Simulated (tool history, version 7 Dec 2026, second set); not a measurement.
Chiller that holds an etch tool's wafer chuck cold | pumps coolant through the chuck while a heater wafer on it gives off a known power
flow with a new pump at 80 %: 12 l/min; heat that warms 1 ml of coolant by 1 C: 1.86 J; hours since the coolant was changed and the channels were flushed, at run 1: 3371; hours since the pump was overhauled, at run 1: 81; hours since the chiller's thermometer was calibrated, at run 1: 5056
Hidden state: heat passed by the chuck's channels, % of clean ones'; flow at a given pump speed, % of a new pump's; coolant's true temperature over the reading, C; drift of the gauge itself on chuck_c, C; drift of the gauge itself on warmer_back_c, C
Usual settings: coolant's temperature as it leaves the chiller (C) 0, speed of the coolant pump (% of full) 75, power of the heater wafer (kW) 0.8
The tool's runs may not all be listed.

run	hour	coolant's temperature as it leaves the chiller (C)	speed of the coolant pump (% of full)	power of the heater wafer (kW)	hours since the coolant was changed and the channels were flushed	hours since the pump was overhauled	hours since the chiller's thermometer was calibrated	chuck's temperature once it has settled (C)	how much warmer the coolant comes back (C)
1	0	0	75	0.8	3371	81	5056	8.7	2.31
# hour 76.8: chiller's thermometer calibrated
2	83.2	0	67	0.8	3453	163	6	9.11	2.58
3	152.9	0	67	0.8	3523	233	76	9.17	2.6
4	196.9	0	75	0.505	3567	277	120	5.25	1.47
5	237.6	0	75	0.505	3608	318	161	5.22	1.45
6	278.6	0	75	0.505	3649	359	202	5.28	1.46
7	355.1	0	75	0.505	3725	435	278	5.22	1.47
8	419.5	0	75	0.505	3790	499	343	5.43	1.45
9	497.9	0	75	0.505	3868	578	421	5.41	1.47
10	560.6	0	75	0.505	3931	641	484	5.45	1.49
11	596.3	0	68	0.8	3966	676	519	9.11	2.55
12	665.7	0	75	0.8	4036	746	589	8.48	2.32
13	730.7	0	75	1.001	4101	811	654	10.56	2.9
14	801.2	0	75	1.001	4171	881	724	10.64	2.94
15	869.5	0	75	0.8	4240	949	793	8.51	2.32
16	919.7	-4	86	1.142	4290	1000	843	6.82	2.9
17	969.8	-7	75	0.499	4340	1050	893	-1.68	1.44
18	1006.1	-4	63	0.548	4376	1086	929	2.77	1.91
19	1058	-4	63	0.548	4428	1138	981	2.81	1.91
20	1106.8	3	75	0.734	4477	1187	1030	10.99	2.15
21	1177.8	3	75	0.734	4548	1258	1101	10.84	2.16
22	1218.1	3	75	0.734	4588	1298	1141	10.98	2.14
23	1279.3	3	94	0.573	4649	1359	1202	8.14	1.34
24	1329	-3	75	0.508	4699	1409	1252	2.53	1.49
25	1395.5	-3	86	0.541	4766	1475	1319	2.28	1.38
26	1452.2	-3	86	0.541	4822	1532	1375	2.2	1.37
27	1523.4	1	94	0.436	4894	1603	1447	5	1.02
28	1577	6	94	0.436	4947	1657	1500	10.11	1.01
29	1643.2	5	85	0.975	5013	1723	1566	14.69	2.53

Measured less the same run without the tool's hidden state. The same run-to-run variation is in both; the gauge's scatter may not be:
run	chuck's temperature once it has settled (C)	how much warmer the coolant comes back (C)
1	+0.93	+0.01
2	+0.56	+0.01
3	+0.58	+0.02
4	+0.37	+0.01
5	+0.37	+0.01
6	+0.38	+0.01
7	+0.4	+0.01
8	+0.41	+0.01
9	+0.43	+0.01
10	+0.45	+0.01
11	+0.72	+0.02
12	+0.69	+0.02
13	+0.87	+0.04
14	+0.89	+0.04
15	+0.75	+0.03
16	+0.95	+0.04
17	+0.53	+0.02
18	+0.64	+0.03
19	+0.66	+0.03
20	+0.76	+0.03
21	+0.79	+0.04
22	+0.8	+0.03
23	+0.58	+0.03
24	+0.62	+0.03
25	+0.62	+0.02
26	+0.63	+0.02
27	+0.52	+0.02
28	+0.54	+0.02
29	+1.06	+0.06

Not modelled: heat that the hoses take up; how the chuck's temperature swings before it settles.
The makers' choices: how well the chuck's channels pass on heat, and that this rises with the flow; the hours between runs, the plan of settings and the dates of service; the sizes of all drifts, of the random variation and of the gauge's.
